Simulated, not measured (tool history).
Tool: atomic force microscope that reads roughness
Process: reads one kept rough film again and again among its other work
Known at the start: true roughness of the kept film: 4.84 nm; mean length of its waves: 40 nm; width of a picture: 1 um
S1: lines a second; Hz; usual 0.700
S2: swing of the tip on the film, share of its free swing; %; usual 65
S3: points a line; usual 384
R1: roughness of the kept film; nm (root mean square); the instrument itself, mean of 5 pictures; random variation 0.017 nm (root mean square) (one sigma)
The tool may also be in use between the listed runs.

run    hour     S1  S2    S3     R1
  1     0.0  0.700  65   384  3.652
  2    49.0  0.700  65   384  3.495
  3    83.1  2.363  65   384  3.237
       96.9  -- new tip fitted
  4   118.5  0.700  72   384  4.100
  5   144.3  0.700  65   384  4.012
  6   190.1  0.700  65   384  3.836
  7   219.0  0.700  65   384  3.691
  8   260.9  0.700  65   384  3.522
  9   308.2  0.700  65   384  3.369
      329.8  -- new tip fitted
 10   342.6  0.700  65   384  4.178
 11   368.0  0.700  65   384  4.065
 12   404.1  1.246  65   384  3.860
 13   436.5  1.246  65   384  3.716
 14   457.2  1.246  77   384  3.517
 15   486.0  1.246  77   384  3.422
 16   527.6  1.246  77   384  3.315
      562.9  -- new tip fitted
 17   568.4  1.246  77   384  4.025
 18   609.0  1.246  77   902  3.829
 19   635.8  0.700  65   384  3.882
 20   681.8  0.700  65   384  3.702
 21   703.4  0.700  65   625  3.648
 22   728.6  0.700  65   625  3.568
 23   754.8  0.700  61   384  3.480
 24   783.1  3.479  67  1018  3.110
      795.3  -- new tip fitted
 25   807.4  1.463  67   584  4.073
 26   830.7  1.371  66   584  3.974
 27   855.2  1.371  66   584  3.854
 28   885.8  1.371  66   584  3.736
 29   909.3  0.700  65   950  3.728
 30   929.3  1.888  70   346  3.466
 31   960.7  1.888  70   346  3.349
 32  1009.5  1.888  70   346  3.199
     1027.4  -- new tip fitted
 33  1055.8  1.888  70   346  3.899
 34  1083.0  1.888  70   346  3.784
 35  1109.3  0.660  86   665  3.788
 36  1155.6  1.152  89   475  3.397
 37  1191.1  3.664  89   546  2.660
 38  1231.6  3.664  89   546  2.561
 39  1251.8  2.250  84   314  2.927
     1261.4  -- new tip fitted
 40  1281.6  1.062  58   899  4.162
 41  1315.5  1.062  58   899  4.025
 42  1359.2  1.062  58   899  3.837
 43  1389.1  1.062  58   899  3.693

Some steps in R1 between neighbouring runs. How much of each would the tool show without its hidden state too (settings, what came in, random variation), and how much is left for the hidden state, with any gauge scatter that isn't in both results?
The hidden state here: radius of the tip, nm; height scale over the true one, %; drift of the gauge itself on roughness_nm, %.
Run 3 -> 4: S1 2.363 -> 0.700, S2 65 -> 72, new tip fitted. R1 +0.863 nm (root mean square): hidden state +0.714, all else +0.149.
Run 9 -> 10: new tip fitted. R1 +0.809 nm (root mean square): hidden state +0.781, all else +0.028.
Run 24 -> 25: S1 3.479 -> 1.463, S3 1018 -> 584, new tip fitted. R1 +0.963 nm (root mean square): hidden state +0.700, all else +0.263.
Run 39 -> 40: S1 2.250 -> 1.062, S2 84 -> 58, S3 314 -> 899, new tip fitted. R1 +1.235 nm (root mean square): hidden state +0.633, all else +0.602.
